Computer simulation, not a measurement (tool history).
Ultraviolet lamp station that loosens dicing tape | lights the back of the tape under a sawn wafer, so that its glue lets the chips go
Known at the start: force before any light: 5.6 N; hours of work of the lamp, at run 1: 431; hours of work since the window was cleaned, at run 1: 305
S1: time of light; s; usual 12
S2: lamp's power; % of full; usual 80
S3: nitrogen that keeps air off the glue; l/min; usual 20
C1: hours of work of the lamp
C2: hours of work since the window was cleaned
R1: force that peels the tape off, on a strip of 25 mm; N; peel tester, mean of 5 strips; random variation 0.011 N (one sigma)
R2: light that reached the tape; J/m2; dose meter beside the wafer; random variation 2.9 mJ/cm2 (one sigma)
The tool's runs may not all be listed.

Run 1, day 0.000: usual settings; C1 431; C2 305. Result: R1 0.818 N, R2 3110 J/m2.
Run 2, day 0.871: usual settings but S1 20 s; C1 442; C2 316. Result: R1 0.344 N, R2 5220 J/m2.
Run 3, day 1.625: usual settings but S1 20 s; C1 452; C2 325. Result: R1 0.352 N, R2 5170 J/m2.
Run 4, day 2.700: usual settings but S1 20 s; C1 466; C2 339. Result: R1 0.359 N, R2 5110 J/m2.
Run 5, day 3.221: usual settings but S1 20 s; C1 472; C2 346. Result: R1 0.379 N, R2 5070 J/m2.
Run 6, day 3.921: usual settings but S1 20 s; C1 481; C2 354. Result: R1 0.358 N, R2 5080 J/m2.
Run 7, day 4.888: usual settings but S1 20 s; C1 494; C2 367. Result: R1 0.373 N, R2 5020 J/m2.
Run 8, day 5.696: usual settings but S2 88 % of full; C1 504; C2 377. Result: R1 0.770 N, R2 3260 J/m2.
At day 6.096: window cleaned of glue's vapour.
Run 9, day 6.488: usual settings but S2 88 % of full; C1 514; C2 5. Result: R1 0.672 N, R2 3460 J/m2.
Run 10, day 7.121: usual settings but S1 8 s; C1 522; C2 13. Result: R1 1.428 N, R2 2070 J/m2.
Run 11, day 7.650: usual settings but S1 8 s; C1 528; C2 20. Result: R1 1.489 N, R2 2070 J/m2.
Run 12, day 8.546: usual settings but S3 12 l/min; C1 540; C2 31. Result: R1 1.155 N, R2 3100 J/m2.
Run 13, day 9.171: usual settings but S3 12 l/min; C1 548; C2 39. Result: R1 1.211 N, R2 3050 J/m2.
Run 14, day 9.683: usual settings but S3 12 l/min; C1 554; C2 46. Result: R1 1.155 N, R2 3030 J/m2.
Run 15, day 10.717: usual settings but S3 12 l/min; C1 567; C2 59. Result: R1 1.182 N, R2 3130 J/m2.
Run 16, day 11.721: usual settings but S3 17 l/min; C1 580; C2 72. Result: R1 0.931 N, R2 3000 J/m2.
Run 17, day 12.296: usual settings; C1 587; C2 79. Result: R1 0.888 N, R2 2960 J/m2.
Run 18, day 12.875: usual settings but S1 15 s, S2 96 % of full, S3 40 l/min; C1 595; C2 86. Result: R1 0.294 N, R2 4450 J/m2.
Run 19, day 13.942: usual settings but S1 9 s, S2 83 % of full; C1 608; C2 100. Result: R1 1.283 N, R2 2330 J/m2.
Run 20, day 14.996: usual settings but S1 21 s, S2 91 % of full, S3 17 l/min; C1 622; C2 113. Result: R1 0.330 N, R2 5830 J/m2.
Run 21, day 15.638: usual settings but S1 21 s, S2 91 % of full, S3 11 l/min; C1 630; C2 121. Result: R1 0.424 N, R2 5800 J/m2.
Run 22, day 16.079: usual settings but S1 21 s, S2 68 % of full, S3 29 l/min; C1 636; C2 127. Result: R1 0.376 N, R2 4240 J/m2.
At day 16.754: lamp changed.
Run 23, day 16.971: usual settings but S1 16 s, S2 87 % of full; C1 3; C2 138. Result: R1 0.301 N, R2 5670 J/m2.
Run 24, day 17.504: usual settings but S1 16 s, S2 87 % of full; C1 10; C2 145. Result: R1 0.319 N, R2 5620 J/m2.
Run 25, day 18.321: usual settings but S1 18 s; C1 20; C2 155. Result: R1 0.301 N, R2 5850 J/m2.
Run 26, day 19.112: usual settings but S1 8 s, S3 24 l/min; C1 30; C2 165. Result: R1 0.987 N, R2 2560 J/m2.
Run 27, day 19.692: usual settings but S1 11 s, S2 94 % of full, S3 9 l/min; C1 37; C2 172. Result: R1 0.936 N, R2 4100 J/m2.
Run 28, day 20.162: usual settings but S3 28 l/min; C1 43; C2 178. Result: R1 0.474 N, R2 3880 J/m2.
Run 29, day 21.050: usual settings but S3 28 l/min; C1 55; C2 190. Result: R1 0.483 N, R2 3780 J/m2.
Run 30, day 21.858: usual settings but S1 7 s, S3 11 l/min; C1 65; C2 200. Result: R1 1.922 N, R2 2220 J/m2.
Run 31, day 22.733: usual settings but S1 7 s, S3 11 l/min; C1 76; C2 211. Result: R1 1.867 N, R2 2200 J/m2.
Run 32, day 23.421: usual settings but S1 10 s, S3 28 l/min; C1 85; C2 220. Result: R1 0.645 N, R2 3100 J/m2.
Run 33, day 24.012: usual settings but S1 19 s, S2 73 % of full, S3 22 l/min; C1 92; C2 227. Result: R1 0.322 N, R2 5330 J/m2.

4 ways to go on from here, each from the tool as it stands after run 33. What would each give?
Run A, day 25.025: usual settings but S1 9 s, S2 64 % of full, S3 30 l/min; C1 105; C2 240. Result: R1 ?, R2 ?.
Run B, day 25.025: usual settings; C1 105; C2 240. Result: R1 ?, R2 ?.
Run C, day 25.025: usual settings but S1 19 s, S2 84 % of full, S3 8 l/min; C1 105; C2 240. Result: R1 ?, R2 ?.
Run D, day 25.025: usual settings but S1 14 s, S2 62 % of full, S3 25 l/min; C1 105; C2 240. Result: R1 ?, R2 ?.

run     R1    R2
  A  1.128  2130
  B  0.585  3680
  C  0.512  6210
  D  0.640  3320
Without the tool's hidden state the same runs would have given:
run     R1    R2
  A  0.956  2380
  B  0.486  4100
  C  0.427  6920
  D  0.531  3710
